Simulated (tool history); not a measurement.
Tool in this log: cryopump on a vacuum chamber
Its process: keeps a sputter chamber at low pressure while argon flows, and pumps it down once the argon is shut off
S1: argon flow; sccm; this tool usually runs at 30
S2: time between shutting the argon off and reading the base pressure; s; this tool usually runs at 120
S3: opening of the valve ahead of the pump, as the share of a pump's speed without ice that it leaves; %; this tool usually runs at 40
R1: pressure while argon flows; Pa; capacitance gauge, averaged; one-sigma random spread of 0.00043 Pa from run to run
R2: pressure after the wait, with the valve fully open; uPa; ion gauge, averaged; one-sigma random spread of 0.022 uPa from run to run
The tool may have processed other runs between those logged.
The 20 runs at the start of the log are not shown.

run 21 hour=1267 | S1=27 S2=120 S3=26 | R1=0.0814 R2=1.14
run 22 hour=1310.2 | S1=27 S2=120 S3=26 | R1=0.0808 R2=1.12
run 23 hour=1392.6 | S1=19 S2=252 S3=17 | R1=0.0874 R2=0.88
run 24 hour=1478.6 | S1=22 S2=225 S3=21 | R1=0.0822 R2=0.93
run 25 hour=1540.2 | S1=22 S2=98 S3=28 | R1=0.0611 R2=1.33
run 26 hour=1596.9 | S1=12 S2=46 S3=53 | R1=0.0179 R2=2.04
run 27 hour=1647.2 | S1=12 S2=139 S3=53 | R1=0.0184 R2=1.14
run 28 hour=1722.3 | S1=12 S2=139 S3=53 | R1=0.018 R2=1.2
run 29 hour=1798.3 | S1=26 S2=120 S3=27 | R1=0.0767 R2=1.3
-- hour=1863.3 leaking fittings of the chamber tightened, without venting
run 30 hour=1863.3 | S1=26 S2=120 S3=16 | R1=0.1272 R2=0.64
run 31 hour=1936.2 | S1=26 S2=120 S3=16 | R1=0.1282 R2=0.64
run 32 hour=2011.2 | S1=26 S2=120 S3=16 | R1=0.1285 R2=0.69
run 33 hour=2098 | S1=26 S2=120 S3=16 | R1=0.1288 R2=0.7
run 34 hour=2159.1 | S1=37 S2=31 S3=16 | R1=0.1847 R2=2.12
run 35 hour=2199.9 | S1=25 S2=53 S3=39 | R1=0.0527 R2=1.3

What if the next run were any one of these 3? Each begins from the tool's condition after run 35:
run A hour=2241.6 | S1=41 S2=129 S3=18 | R1=? R2=?
run B hour=2241.6 | S1=32 S2=44 S3=36 | R1=? R2=?
run C hour=2241.6 | S1=25 S2=279 S3=39 | R1=? R2=?

run=A R1=0.1814 R2=0.67
run=B R1=0.0735 R2=1.57
run=C R1=0.0533 R2=0.47
What these runs would have given with no unlogged condition in the tool:
run=A R1=0.1769 R2=0.57
run=B R1=0.0699 R2=1.46
run=C R1=0.0506 R2=0.37
